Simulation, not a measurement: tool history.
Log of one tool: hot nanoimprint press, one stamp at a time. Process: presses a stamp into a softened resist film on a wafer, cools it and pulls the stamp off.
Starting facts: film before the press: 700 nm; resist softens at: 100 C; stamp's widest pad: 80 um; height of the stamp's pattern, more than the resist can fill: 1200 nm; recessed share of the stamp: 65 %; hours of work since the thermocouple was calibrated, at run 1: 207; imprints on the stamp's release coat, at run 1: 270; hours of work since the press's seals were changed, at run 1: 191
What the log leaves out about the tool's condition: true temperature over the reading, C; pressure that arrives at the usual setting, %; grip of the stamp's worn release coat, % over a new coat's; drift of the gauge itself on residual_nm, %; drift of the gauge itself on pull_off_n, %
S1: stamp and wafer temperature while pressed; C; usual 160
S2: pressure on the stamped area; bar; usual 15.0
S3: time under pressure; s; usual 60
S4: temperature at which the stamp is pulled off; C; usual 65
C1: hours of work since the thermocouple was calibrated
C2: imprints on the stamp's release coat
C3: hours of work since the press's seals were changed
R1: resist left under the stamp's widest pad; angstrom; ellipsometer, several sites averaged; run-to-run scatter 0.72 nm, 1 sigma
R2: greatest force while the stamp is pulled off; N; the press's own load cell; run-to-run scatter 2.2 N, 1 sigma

run	hour	S1	S2	S3	S4	C1	C2	C3	R1	R2
1	0.0	160	15.0	60	65	207	270	191	3325	150
2	13.2	160	15.0	95	65	216	334	200	2767	146
3	28.9	160	15.0	60	65	226	409	211	3326	150
4	49.8	160	15.0	60	65	240	510	225	3318	149
5	74.5	160	15.0	60	65	257	629	241	3326	145
6	95.6	160	15.0	60	65	271	730	255	3308	150
# hour 123.8: stamp cleaned and given a new release coat
7	123.8	160	15.0	60	65	286	0	270	3314	151
8	142.1	160	15.0	60	65	298	88	283	3310	152
9	159.1	165	15.0	60	65	310	170	294	2733	150
10	178.3	166	15.0	60	65	323	262	307	2629	146
11	194.7	166	15.0	60	51	334	341	318	2645	169
12	209.7	160	15.0	71	65	344	413	328	3130	146
13	228.0	160	15.0	71	65	356	501	340	3117	143
14	254.2	160	15.0	71	65	374	627	358	3107	147
15	278.2	160	15.0	71	65	390	742	374	3113	145
16	291.0	160	20.8	60	65	398	804	383	2859	145
# hour 303.9: stamp cleaned and given a new release coat
17	321.0	160	20.8	60	65	415	82	399	2866	147
18	339.7	160	20.8	60	65	427	172	411	2869	149
19	366.5	160	20.8	60	65	445	301	429	2870	153
20	380.3	162	15.0	60	65	454	367	439	3067	143
21	396.4	166	11.5	60	56	465	445	449	2978	161
22	413.2	166	11.5	60	56	477	526	461	2985	160
23	429.4	160	15.0	60	60	487	603	472	3316	151
24	447.5	160	15.0	60	60	500	691	484	3302	154
25	466.3	160	15.0	60	60	512	781	496	3323	158
# hour 479.0: plate thermocouple calibrated
# hour 487.1: stamp cleaned and given a new release coat
26	494.2	160	15.0	60	60	6	35	509	3324	158
27	519.0	160	10.6	60	62	23	154	526	3823	151
28	544.2	152	23.0	60	68	40	275	543	3801	143
29	568.6	168	15.0	60	65	56	392	559	2447	151

How the hidden state differs across the entries between the runs, from the last listed run before each to the first after it:
From run 6 to run 7: stamp cleaned and given a new release coat (hour 123.8)
  grip of the stamp's worn release coat, % over a new coat's: 0.2 -> 0
From run 16 to run 17: stamp cleaned and given a new release coat (hour 303.9)
  grip of the stamp's worn release coat, % over a new coat's: 0.2 -> 0
From run 25 to run 26: plate thermocouple calibrated (hour 479.0); stamp cleaned and given a new release coat (hour 487.1)
  true temperature over the reading, C: 0.01 -> 0; grip of the stamp's worn release coat, % over a new coat's: 0.2 -> 0
